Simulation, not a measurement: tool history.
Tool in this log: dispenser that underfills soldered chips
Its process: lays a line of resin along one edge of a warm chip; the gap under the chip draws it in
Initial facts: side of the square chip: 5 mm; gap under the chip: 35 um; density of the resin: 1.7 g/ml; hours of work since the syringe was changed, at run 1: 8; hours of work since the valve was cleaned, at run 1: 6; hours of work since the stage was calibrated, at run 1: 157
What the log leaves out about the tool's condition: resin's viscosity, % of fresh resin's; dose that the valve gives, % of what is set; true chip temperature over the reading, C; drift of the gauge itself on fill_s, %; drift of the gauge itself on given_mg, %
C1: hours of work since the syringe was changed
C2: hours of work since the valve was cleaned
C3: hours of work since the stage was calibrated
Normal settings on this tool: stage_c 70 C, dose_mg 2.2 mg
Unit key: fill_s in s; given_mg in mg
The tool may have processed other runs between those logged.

run 1 hour=0 | stage_c=70 dose_mg=2.2 | C1=8 C2=6 C3=157 | fill_s=30.3 given_mg=2.212
run 2 hour=2.4 | stage_c=70 dose_mg=2.2 | C1=10 C2=7 C3=159 | fill_s=32.1 given_mg=2.189
-- hour=3.9 new syringe of resin
run 3 hour=5.6 | stage_c=70 dose_mg=2.2 | C1=1 C2=10 C3=161 | fill_s=21.5 given_mg=2.183
run 4 hour=7.9 | stage_c=70 dose_mg=2.2 | C1=3 C2=11 C3=163 | fill_s=23.7 given_mg=2.177
run 5 hour=12 | stage_c=70 dose_mg=2.2 | C1=6 C2=14 C3=166 | fill_s=27.2 given_mg=2.193
run 6 hour=16.6 | stage_c=84 dose_mg=2.2 | C1=9 C2=18 C3=170 | fill_s=21.6 given_mg=2.167
-- hour=19.4 new syringe of resin
run 7 hour=19.6 | stage_c=84 dose_mg=2.2 | C1=0 C2=20 C3=172 | fill_s=14.2 given_mg=2.191
run 8 hour=25.2 | stage_c=70 dose_mg=2.39 | C1=4 C2=24 C3=176 | fill_s=24.2 given_mg=2.339
run 9 hour=28 | stage_c=73 dose_mg=2.2 | C1=6 C2=26 C3=178 | fill_s=25.8 given_mg=2.161
run 10 hour=31 | stage_c=73 dose_mg=2.2 | C1=9 C2=28 C3=180 | fill_s=28.3 given_mg=2.137
-- hour=34.6 new syringe of resin
run 11 hour=36.3 | stage_c=73 dose_mg=2.2 | C1=1 C2=32 C3=184 | fill_s=21.2 given_mg=2.159
run 12 hour=39.6 | stage_c=73 dose_mg=2.2 | C1=4 C2=35 C3=186 | fill_s=23.3 given_mg=2.153
run 13 hour=43.4 | stage_c=70 dose_mg=2.2 | C1=7 C2=37 C3=189 | fill_s=28.5 given_mg=2.147
run 14 hour=47.4 | stage_c=70 dose_mg=2.2 | C1=10 C2=40 C3=192 | fill_s=33 given_mg=2.139
-- hour=50 new syringe of resin
run 15 hour=51.1 | stage_c=70 dose_mg=2.58 | C1=1 C2=43 C3=195 | fill_s=21.5 given_mg=2.514
run 16 hour=54.9 | stage_c=56 dose_mg=2.2 | C1=4 C2=46 C3=198 | fill_s=39.4 given_mg=2.13
run 17 hour=58.6 | stage_c=56 dose_mg=2.2 | C1=6 C2=49 C3=201 | fill_s=46.1 given_mg=2.132
-- hour=60 dispensing valve cleaned and set on the balance
run 18 hour=63.5 | stage_c=70 dose_mg=2.45 | C1=9 C2=3 C3=203 | fill_s=31.9 given_mg=2.443
-- hour=66.3 new syringe of resin
run 19 hour=66.9 | stage_c=70 dose_mg=2.45 | C1=0 C2=5 C3=206 | fill_s=21.2 given_mg=2.452
run 20 hour=71 | stage_c=70 dose_mg=2.45 | C1=4 C2=8 C3=209 | fill_s=24.8 given_mg=2.431
run 21 hour=74.1 | stage_c=77 dose_mg=2.14 | C1=6 C2=10 C3=211 | fill_s=21.2 given_mg=2.092
run 22 hour=79.1 | stage_c=77 dose_mg=2.14 | C1=10 C2=14 C3=215 | fill_s=25.9 given_mg=2.112
-- hour=81.6 new syringe of resin
run 23 hour=83.7 | stage_c=84 dose_mg=2.62 | C1=2 C2=17 C3=218 | fill_s=14.4 given_mg=2.58
run 24 hour=89 | stage_c=80 dose_mg=2.04 | C1=6 C2=21 C3=222 | fill_s=20.2 given_mg=2.003
run 25 hour=92.5 | stage_c=80 dose_mg=2.04 | C1=8 C2=24 C3=225 | fill_s=22.5 given_mg=1.99
run 26 hour=95.4 | stage_c=59 dose_mg=2.4 | C1=10 C2=26 C3=227 | fill_s=47 given_mg=2.36
-- hour=96.6 new syringe of resin
run 27 hour=99.2 | stage_c=59 dose_mg=2.4 | C1=2 C2=29 C3=230 | fill_s=33.2 given_mg=2.342
run 28 hour=104.6 | stage_c=59 dose_mg=2.4 | C1=6 C2=33 C3=234 | fill_s=40 given_mg=2.343
run 29 hour=109.7 | stage_c=59 dose_mg=2.4 | C1=10 C2=37 C3=237 | fill_s=47.3 given_mg=2.352
-- hour=111.9 new syringe of resin
run 30 hour=112.4 | stage_c=71 dose_mg=2.04 | C1=0 C2=38 C3=239 | fill_s=21.8 given_mg=1.989
run 31 hour=116.7 | stage_c=71 dose_mg=2.04 | C1=4 C2=42 C3=242 | fill_s=23.7 given_mg=1.97
run 32 hour=122.1 | stage_c=58 dose_mg=2.83 | C1=8 C2=46 C3=246 | fill_s=42.9 given_mg=2.716
-- hour=127.4 dispensing valve cleaned and set on the balance
-- hour=128.2 new syringe of resin
run 33 hour=128.4 | stage_c=77 dose_mg=2.41 | C1=0 C2=1 C3=250 | fill_s=16.3 given_mg=2.421
run 34 hour=133.7 | stage_c=80 dose_mg=2.24 | C1=4 C2=4 C3=254 | fill_s=18.3 given_mg=2.244
run 35 hour=137.7 | stage_c=67 dose_mg=2.41 | C1=7 C2=8 C3=257 | fill_s=31.8 given_mg=2.381
run 36 hour=141.6 | stage_c=57 dose_mg=2.41 | C1=10 C2=10 C3=260 | fill_s=50.9 given_mg=2.39
-- hour=143.4 new syringe of resin
run 37 hour=146.5 | stage_c=76 dose_mg=2.33 | C1=2 C2=14 C3=264 | fill_s=19.3 given_mg=2.319

3 ways to go on from here, each from the tool as it stands after run 37. What would each give?
run A hour=149.6 | stage_c=67 dose_mg=2.51 | C1=5 C2=16 C3=266 | fill_s=? given_mg=?
run B hour=149.6 | stage_c=57 dose_mg=2.28 | C1=5 C2=16 C3=266 | fill_s=? given_mg=?
run C hour=149.6 | stage_c=70 dose_mg=2.06 | C1=5 C2=16 C3=266 | fill_s=? given_mg=?

run=A fill_s=28.2 given_mg=2.481
run=B fill_s=40 given_mg=2.249
run=C fill_s=26.1 given_mg=2.049
With no hidden state in the tool, these same runs would have given:
run=A fill_s=21.9 given_mg=2.511
run=B fill_s=30.9 given_mg=2.276
run=C fill_s=20.2 given_mg=2.074
